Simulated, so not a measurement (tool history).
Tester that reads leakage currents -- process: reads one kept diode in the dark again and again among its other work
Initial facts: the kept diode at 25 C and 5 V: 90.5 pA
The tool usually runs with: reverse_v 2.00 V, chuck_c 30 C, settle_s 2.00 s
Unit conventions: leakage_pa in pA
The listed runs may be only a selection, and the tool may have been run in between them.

| run | hour | reverse_v | chuck_c | settle_s | leakage_pa |
|---|---|---|---|---|---|
| 1 | 0.0 | 2.00 | 30 | 2.00 | 90.79 |
| 2 | 39.8 | 2.00 | 44 | 2.00 | 308.11 |
| 3 | 129.9 | 2.00 | 44 | 2.00 | 309.70 |
| 4 | 191.1 | 2.00 | 44 | 2.00 | 310.86 |
| 5 | 246.2 | 2.00 | 44 | 2.00 | 312.02 |
| 6 | 323.2 | 2.00 | 44 | 2.00 | 311.89 |
| 7 | 366.8 | 2.48 | 44 | 2.00 | 346.59 |
| 8 | 417.9 | 2.00 | 30 | 2.00 | 90.53 |
| 9 | 463.5 | 2.00 | 30 | 2.00 | 90.25 |
|  | 516.9 | chuck's temperature calibrated |
| 10 | 524.2 | 2.00 | 30 | 2.00 | 90.63 |
| 11 | 595.1 | 2.00 | 36 | 2.00 | 156.00 |
| 12 | 669.5 | 2.00 | 36 | 2.00 | 156.80 |
| 13 | 733.7 | 2.00 | 30 | 0.65 | 90.89 |
| 14 | 817.7 | 15.89 | 30 | 2.00 | 265.36 |
| 15 | 886.1 | 15.89 | 30 | 2.00 | 265.17 |
| 16 | 970.7 | 15.89 | 30 | 2.00 | 264.31 |
| 17 | 1019.1 | 15.89 | 30 | 2.00 | 265.35 |
| 18 | 1062.5 | 2.00 | 34 | 2.00 | 129.70 |
| 19 | 1121.4 | 2.00 | 34 | 2.00 | 130.38 |
| 20 | 1201.9 | 2.00 | 30 | 2.00 | 90.41 |
| 21 | 1292.9 | 2.00 | 30 | 2.00 | 90.57 |
| 22 | 1357.6 | 18.15 | 30 | 2.00 | 284.96 |
| 23 | 1436.8 | 1.23 | 28 | 2.00 | 58.60 |
| 24 | 1477.9 | 2.26 | 28 | 0.42 | 81.30 |
| 25 | 1536.0 | 2.00 | 45 | 0.99 | 338.96 |
| 26 | 1610.7 | 2.00 | 30 | 1.50 | 90.38 |
| 27 | 1677.3 | 5.59 | 30 | 2.65 | 154.33 |
| 28 | 1768.6 | 2.00 | 21 | 3.71 | 38.42 |
| 29 | 1846.2 | 8.49 | 30 | 3.27 | 191.04 |
| 30 | 1919.3 | 8.49 | 30 | 3.27 | 191.00 |
| 31 | 1993.8 | 13.88 | 27 | 3.27 | 188.19 |
| 32 | 2060.4 | 13.88 | 27 | 3.27 | 186.90 |
| 33 | 2114.3 | 1.79 | 50 | 1.17 | 483.91 |
| 34 | 2200.0 | 1.39 | 50 | 1.17 | 423.51 |
| 35 | 2281.7 | 1.39 | 50 | 1.17 | 424.19 |
|  | 2289.8 | probe card cleaned and baked |
| 36 | 2358.3 | 1.39 | 50 | 1.17 | 424.86 |
| 37 | 2422.2 | 1.98 | 47 | 2.00 | 396.75 |
| 38 | 2466.8 | 5.83 | 47 | 2.00 | 695.70 |
| 39 | 2516.8 | 2.00 | 47 | 2.00 | 397.68 |
| 40 | 2607.4 | 2.00 | 58 | 1.75 | 964.90 |
| 41 | 2658.6 | 5.82 | 30 | 0.40 | 160.79 |

What if the next run were any one of these 3? Each begins from the tool's condition after run 41:
| A | 2706.7 | 2.00 | 39 | 7.69 | ? |
| B | 2706.7 | 1.69 | 30 | 0.40 | ? |
| C | 2706.7 | 5.54 | 55 | 0.67 | ? |

| run | leakage_pa |
|---|---|
| A | 202.10 |
| B | 83.60 |
| C | 1292.48 |
Without the tool's hidden state the same runs would have given:
| run | leakage_pa |
|---|---|
| A | 202.32 |
| B | 83.69 |
| C | 1293.75 |
